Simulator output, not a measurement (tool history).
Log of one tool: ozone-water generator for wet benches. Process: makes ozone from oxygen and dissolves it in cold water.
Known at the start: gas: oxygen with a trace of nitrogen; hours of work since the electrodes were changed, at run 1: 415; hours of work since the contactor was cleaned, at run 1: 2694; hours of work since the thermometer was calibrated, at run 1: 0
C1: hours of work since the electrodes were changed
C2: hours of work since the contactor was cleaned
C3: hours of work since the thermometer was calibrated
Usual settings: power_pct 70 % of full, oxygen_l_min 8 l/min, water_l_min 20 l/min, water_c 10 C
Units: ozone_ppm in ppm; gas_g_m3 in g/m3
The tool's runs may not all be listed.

{"run": 1, "hour": 0.0, "power_pct": 70, "oxygen_l_min": 8, "water_l_min": 20, "water_c": 10, "C1": 415, "C2": 2694, "C3": 0, "ozone_ppm": 31.8, "gas_g_m3": 229.5}
{"run": 2, "hour": 35.8, "power_pct": 62, "oxygen_l_min": 8, "water_l_min": 20, "water_c": 10, "C1": 439, "C2": 2719, "C3": 25, "ozone_ppm": 28.7, "gas_g_m3": 209}
{"run": 3, "hour": 62.7, "power_pct": 62, "oxygen_l_min": 8, "water_l_min": 20, "water_c": 10, "C1": 458, "C2": 2737, "C3": 43, "ozone_ppm": 28.9, "gas_g_m3": 211.6}
{"run": 4, "hour": 83.4, "power_pct": 62, "oxygen_l_min": 8, "water_l_min": 20, "water_c": 10, "C1": 472, "C2": 2752, "C3": 57, "ozone_ppm": 28.6, "gas_g_m3": 209.9}
{"run": 5, "hour": 108.5, "power_pct": 42, "oxygen_l_min": 8, "water_l_min": 20, "water_c": 10, "C1": 489, "C2": 2769, "C3": 75, "ozone_ppm": 21, "gas_g_m3": 155.7}
{"run": 6, "hour": 125.6, "power_pct": 42, "oxygen_l_min": 8, "water_l_min": 20, "water_c": 10, "C1": 501, "C2": 2781, "C3": 87, "ozone_ppm": 20.8, "gas_g_m3": 154.7}
{"run": 7, "hour": 161.7, "power_pct": 42, "oxygen_l_min": 8, "water_l_min": 20, "water_c": 10, "C1": 526, "C2": 2806, "C3": 111, "ozone_ppm": 21.2, "gas_g_m3": 153}
{"run": 8, "hour": 197.5, "power_pct": 70, "oxygen_l_min": 13.94, "water_l_min": 20, "water_c": 10, "C1": 551, "C2": 2830, "C3": 136, "ozone_ppm": 29.2, "gas_g_m3": 167.4}
{"run": 9, "hour": 219.9, "power_pct": 70, "oxygen_l_min": 8, "water_l_min": 32, "water_c": 10, "C1": 566, "C2": 2846, "C3": 152, "ozone_ppm": 20.5, "gas_g_m3": 229.6}
{"run": 10, "hour": 249.1, "power_pct": 70, "oxygen_l_min": 8, "water_l_min": 32, "water_c": 10, "C1": 586, "C2": 2866, "C3": 172, "ozone_ppm": 20.8, "gas_g_m3": 233}
{"run": 11, "hour": 263.9, "power_pct": 45, "oxygen_l_min": 8, "water_l_min": 32, "water_c": 10, "C1": 596, "C2": 2876, "C3": 182, "ozone_ppm": 14.5, "gas_g_m3": 163.1}
{"run": 12, "hour": 288.4, "power_pct": 70, "oxygen_l_min": 8, "water_l_min": 24, "water_c": 10, "C1": 613, "C2": 2893, "C3": 199, "ozone_ppm": 27.1, "gas_g_m3": 231.2}
{"run": 13, "hour": 305.0, "power_pct": 70, "oxygen_l_min": 8, "water_l_min": 24, "water_c": 10, "C1": 625, "C2": 2904, "C3": 210, "ozone_ppm": 26.9, "gas_g_m3": 232.3}
{"run": 14, "hour": 335.1, "power_pct": 70, "oxygen_l_min": 8, "water_l_min": 20, "water_c": 11, "C1": 645, "C2": 2925, "C3": 231, "ozone_ppm": 31.2, "gas_g_m3": 231.5}
{"run": 15, "hour": 352.9, "power_pct": 70, "oxygen_l_min": 5.66, "water_l_min": 20, "water_c": 11, "C1": 658, "C2": 2937, "C3": 243, "ozone_ppm": 31.3, "gas_g_m3": 283.1}
{"run": 16, "hour": 371.9, "power_pct": 77, "oxygen_l_min": 7.1, "water_l_min": 15, "water_c": 17, "C1": 671, "C2": 2950, "C3": 256, "ozone_ppm": 38.3, "gas_g_m3": 266.6}
{"run": 17, "hour": 387.9, "power_pct": 77, "oxygen_l_min": 7.1, "water_l_min": 15, "water_c": 17, "C1": 682, "C2": 2961, "C3": 267, "ozone_ppm": 38.1, "gas_g_m3": 267.9}
{"run": 18, "hour": 416.8, "power_pct": 77, "oxygen_l_min": 8.85, "water_l_min": 15, "water_c": 17, "C1": 702, "C2": 2981, "C3": 287, "ozone_ppm": 36.6, "gas_g_m3": 235.7}
{"run": 19, "hour": 451.8, "power_pct": 67, "oxygen_l_min": 14.04, "water_l_min": 20, "water_c": 10, "C1": 726, "C2": 3005, "C3": 311, "ozone_ppm": 28.2, "gas_g_m3": 161.9}
{"run": 20, "hour": 477.8, "power_pct": 70, "oxygen_l_min": 6.85, "water_l_min": 20, "water_c": 9, "C1": 744, "C2": 3023, "C3": 329, "ozone_ppm": 32.6, "gas_g_m3": 254.3}
{"run": 21, "hour": 510.3, "power_pct": 70, "oxygen_l_min": 6.85, "water_l_min": 20, "water_c": 9, "C1": 766, "C2": 3046, "C3": 352, "ozone_ppm": 32.4, "gas_g_m3": 252.4}
{"run": 22, "hour": 540.9, "power_pct": 70, "oxygen_l_min": 6.85, "water_l_min": 20, "water_c": 9, "C1": 787, "C2": 3067, "C3": 373, "ozone_ppm": 32, "gas_g_m3": 252.2}
{"run": 23, "hour": 571.2, "power_pct": 50, "oxygen_l_min": 7.11, "water_l_min": 14, "water_c": 14, "C1": 808, "C2": 3088, "C3": 394, "ozone_ppm": 29.9, "gas_g_m3": 189.1}
{"run": 24, "hour": 598.3, "power_pct": 70, "oxygen_l_min": 8, "water_l_min": 13, "water_c": 11, "C1": 827, "C2": 3106, "C3": 412, "ozone_ppm": 42.8, "gas_g_m3": 231.4}
{"run": 25, "hour": 634.4, "power_pct": 42, "oxygen_l_min": 4.7, "water_l_min": 18, "water_c": 9, "C1": 852, "C2": 3131, "C3": 437, "ozone_ppm": 23.4, "gas_g_m3": 209.9}

5 ways to go on from here, each from the tool as it stands after run 25. What would each give?
{"run": "A", "hour": 662.8, "power_pct": 70, "oxygen_l_min": 8, "water_l_min": 20, "water_c": 5, "C1": 871, "C2": 3151, "C3": 457, "ozone_ppm": "?", "gas_g_m3": "?"}
{"run": "B", "hour": 662.8, "power_pct": 69, "oxygen_l_min": 7.75, "water_l_min": 20, "water_c": 9, "C1": 871, "C2": 3151, "C3": 457, "ozone_ppm": "?", "gas_g_m3": "?"}
{"run": "C", "hour": 662.8, "power_pct": 52, "oxygen_l_min": 9.65, "water_l_min": 20, "water_c": 11, "C1": 871, "C2": 3151, "C3": 457, "ozone_ppm": "?", "gas_g_m3": "?"}
{"run": "D", "hour": 662.8, "power_pct": 54, "oxygen_l_min": 8, "water_l_min": 29, "water_c": 10, "C1": 871, "C2": 3151, "C3": 457, "ozone_ppm": "?", "gas_g_m3": "?"}
{"run": "E", "hour": 662.8, "power_pct": 95, "oxygen_l_min": 7.78, "water_l_min": 13, "water_c": 10, "C1": 871, "C2": 3151, "C3": 457, "ozone_ppm": "?", "gas_g_m3": "?"}

run=A ozone_ppm=34.2 gas_g_m3=232.1
run=B ozone_ppm=31.9 gas_g_m3=232.8
run=C ozone_ppm=24.3 gas_g_m3=163.8
run=D ozone_ppm=18.8 gas_g_m3=189.4
run=E ozone_ppm=54.9 gas_g_m3=298.2
Without the tool's hidden state the same runs would have given:
run=A ozone_ppm=34.2 gas_g_m3=232.1
run=B ozone_ppm=31.9 gas_g_m3=232.8
run=C ozone_ppm=24.3 gas_g_m3=163.8
run=D ozone_ppm=18.9 gas_g_m3=189.4
run=E ozone_ppm=55 gas_g_m3=298.3

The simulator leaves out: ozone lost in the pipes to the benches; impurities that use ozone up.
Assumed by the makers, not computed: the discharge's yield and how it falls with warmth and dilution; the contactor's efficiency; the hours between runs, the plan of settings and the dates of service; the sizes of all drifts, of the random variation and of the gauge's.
